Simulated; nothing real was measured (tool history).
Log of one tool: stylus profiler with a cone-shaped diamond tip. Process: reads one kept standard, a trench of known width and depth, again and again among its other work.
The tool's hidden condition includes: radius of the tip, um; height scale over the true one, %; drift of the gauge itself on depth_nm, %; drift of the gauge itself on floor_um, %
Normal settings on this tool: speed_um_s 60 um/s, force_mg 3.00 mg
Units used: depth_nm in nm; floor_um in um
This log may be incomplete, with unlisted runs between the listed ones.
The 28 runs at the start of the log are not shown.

run,day,speed_um_s,force_mg,scans with this tip,hours of work since the height scale was calibrated,depth_nm,floor_um
29,62.800,43,3.47,27360,888,1018.40,13.83
30,66.038,43,3.47,28218,949,1018.12,13.75
31,69.433,43,3.44,29116,1012,1018.52,13.78
# day 70.983: height scale calibrated on a step standard
32,71.392,43,3.44,29629,8,1018.13,13.80
33,74.654,52,5.30,30493,68,1024.47,13.79
34,76.771,52,2.99,31053,108,1016.62,13.76
35,78.867,80,7.38,31608,147,1030.26,13.74
36,80.529,188,4.13,32048,178,1020.84,13.31
37,83.504,188,4.13,32835,233,1020.66,13.27
# day 85.308: new tip fitted, height scale calibrated
38,85.583,75,2.35,72,5,1014.45,13.61
39,88.446,37,5.61,830,58,1025.21,13.89
40,90.117,51,2.56,1273,90,1014.88,13.73
41,91.867,21,2.13,1736,122,1012.88,13.87
42,94.925,21,2.13,2545,179,1013.50,13.83
43,98.312,160,3.86,3442,242,1019.69,13.36
44,100.125,160,3.86,3922,276,1019.96,13.40
45,102.321,16,1.29,4504,317,1009.32,13.89
46,103.858,16,1.22,4911,346,1009.09,13.88

Alternative continuations, all from the tool just after run 46; predict every row:
A,106.262,172,4.83,5547,391,?,?
B,106.262,41,1.53,5547,391,?,?
C,106.262,92,1.96,5547,391,?,?
D,106.262,228,3.84,5547,391,?,?

run,depth_nm,floor_um
A,1023.00,13.40
B,1010.66,13.76
C,1012.55,13.49
D,1019.92,13.08
The same runs, with their run-to-run variation unchanged, on a tool lacking any hidden condition would have given:
run,depth_nm,floor_um
A,1023.01,13.40
B,1010.66,13.76
C,1012.55,13.49
D,1019.93,13.08
